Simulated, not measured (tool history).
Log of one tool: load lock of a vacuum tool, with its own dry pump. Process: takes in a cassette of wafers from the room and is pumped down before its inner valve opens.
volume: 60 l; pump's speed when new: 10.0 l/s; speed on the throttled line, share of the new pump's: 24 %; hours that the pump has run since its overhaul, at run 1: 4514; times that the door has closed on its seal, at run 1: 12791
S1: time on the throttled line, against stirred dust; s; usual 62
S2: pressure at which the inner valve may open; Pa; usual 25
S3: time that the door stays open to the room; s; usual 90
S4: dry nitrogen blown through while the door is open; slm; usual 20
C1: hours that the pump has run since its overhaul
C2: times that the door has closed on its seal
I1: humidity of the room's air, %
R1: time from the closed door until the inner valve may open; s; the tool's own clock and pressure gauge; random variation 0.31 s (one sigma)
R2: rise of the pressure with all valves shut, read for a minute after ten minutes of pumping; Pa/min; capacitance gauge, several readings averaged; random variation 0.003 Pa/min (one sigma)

run 1 hour=0.0 | S1=62 S2=25 S3=90 S4=20 | C1=4514 C2=12791 | I1=39.3 | R1=99.2 R2=0.088
run 2 hour=54.5 | S1=62 S2=27 S3=90 S4=20 | C1=4568 C2=12887 | I1=45.0 | R1=99.1 R2=0.092
run 3 hour=139.2 | S1=62 S2=27 S3=90 S4=20 | C1=4653 C2=13037 | I1=44.5 | R1=98.7 R2=0.094
run 4 hour=225.9 | S1=62 S2=27 S3=90 S4=20 | C1=4740 C2=13191 | I1=45.5 | R1=99.6 R2=0.092
run 5 hour=296.3 | S1=38 S2=25 S3=90 S4=20 | C1=4810 C2=13315 | I1=46.1 | R1=81.4 R2=0.094
run 6 hour=352.0 | S1=62 S2=25 S3=90 S4=20 | C1=4866 C2=13414 | I1=47.7 | R1=100.0 R2=0.097
run 7 hour=465.8 | S1=62 S2=25 S3=90 S4=20 | C1=4980 C2=13615 | I1=42.1 | R1=99.7 R2=0.092
run 8 hour=564.7 | S1=62 S2=25 S3=90 S4=20 | C1=5079 C2=13790 | I1=46.8 | R1=99.5 R2=0.095
run 9 hour=634.8 | S1=62 S2=25 S3=90 S4=20 | C1=5149 C2=13914 | I1=43.9 | R1=100.0 R2=0.097
run 10 hour=759.2 | S1=62 S2=25 S3=90 S4=20 | C1=5273 C2=14134 | I1=41.4 | R1=99.8 R2=0.103
run 11 hour=876.0 | S1=62 S2=25 S3=90 S4=20 | C1=5390 C2=14341 | I1=46.4 | R1=99.4 R2=0.107
run 12 hour=935.7 | S1=93 S2=25 S3=90 S4=20 | C1=5450 C2=14447 | I1=49.0 | R1=122.4 R2=0.111
run 13 hour=1030.8 | S1=118 S2=25 S3=90 S4=20 | C1=5545 C2=14615 | I1=44.3 | R1=140.8 R2=0.098
run 14 hour=1142.9 | S1=46 S2=48 S3=90 S4=20 | C1=5657 C2=14813 | I1=44.9 | R1=84.1 R2=0.107
run 15 hour=1194.5 | S1=46 S2=48 S3=90 S4=20 | C1=5708 C2=14904 | I1=42.5 | R1=84.0 R2=0.110

Run 16 comes next. What will it give?
run 16 hour=1296.4 | S1=62 S2=25 S3=90 S4=4 | C1=5810 C2=15085 | I1=43.0 | R1=? R2=?

{"run 16": {"R1": 100.6, "R2": 0.12}}
Without the tool's hidden state the same run would have given R1 97.5 s, R2 0.034 Pa/min.
